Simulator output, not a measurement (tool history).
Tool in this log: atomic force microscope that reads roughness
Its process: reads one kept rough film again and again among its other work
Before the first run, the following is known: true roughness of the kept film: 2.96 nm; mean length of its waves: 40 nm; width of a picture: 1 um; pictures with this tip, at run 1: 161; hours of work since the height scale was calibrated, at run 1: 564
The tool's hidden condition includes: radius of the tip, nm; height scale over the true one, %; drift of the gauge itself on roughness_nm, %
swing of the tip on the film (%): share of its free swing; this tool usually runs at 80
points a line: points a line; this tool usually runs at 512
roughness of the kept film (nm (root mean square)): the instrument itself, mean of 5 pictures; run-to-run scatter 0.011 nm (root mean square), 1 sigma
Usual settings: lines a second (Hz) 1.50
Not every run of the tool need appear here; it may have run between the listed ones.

run   hour  lines a second (Hz)  swing of the tip on the film (%)  points a line  pictures with this tip  hours of work since the height scale was calibrated  roughness of the kept film (nm (root mean square))
  1    0.0                 1.50                                80            512                     161                                                  564                                               2.295
      66.6  -- new tip fitted
  2   69.1                 1.50                                80            512                       4                                                  619                                               2.488
  3  133.1                 1.50                                80            512                     104                                                  670                                               2.380
  4  196.6                 1.50                                80            512                     202                                                  720                                               2.275
     237.9  -- new tip fitted
  5  241.1                 1.50                                80            512                       5                                                  755                                               2.485
  6  282.2                 1.50                                80            512                      69                                                  788                                               2.433
  7  349.7                 0.85                                69            695                     174                                                  841                                               2.439
     410.8  -- new tip fitted
  8  417.6                 0.88                                69            512                      10                                                  895                                               2.652
  9  468.5                 3.53                                80            512                      89                                                  935                                               2.102
 10  520.0                 0.53                                81            593                     170                                                  976                                               2.440
 11  558.8                 0.86                                80            416                     230                                                 1007                                               2.313

3 options for the next run, each taken on its own from the tool as it stands now. Forecast them:
     584.2  -- new tip fitted
  A  600.7                 1.39                                65            460                      26                                                 1040                                                   ?
     584.2  -- new tip fitted
  B  600.7                 0.86                                76            867                      26                                                 1040                                                   ?
     584.2  -- new tip fitted
  C  600.7                 0.78                                81            416                      26                                                 1040                                                   ?

run  roughness of the kept film (nm (root mean square))
  A                                               2.637
  B                                               2.637
  C                                               2.592
Without the tool's unlogged condition, the same runs would have read:
run  roughness of the kept film (nm (root mean square))
  A                                               2.702
  B                                               2.702
  C                                               2.656
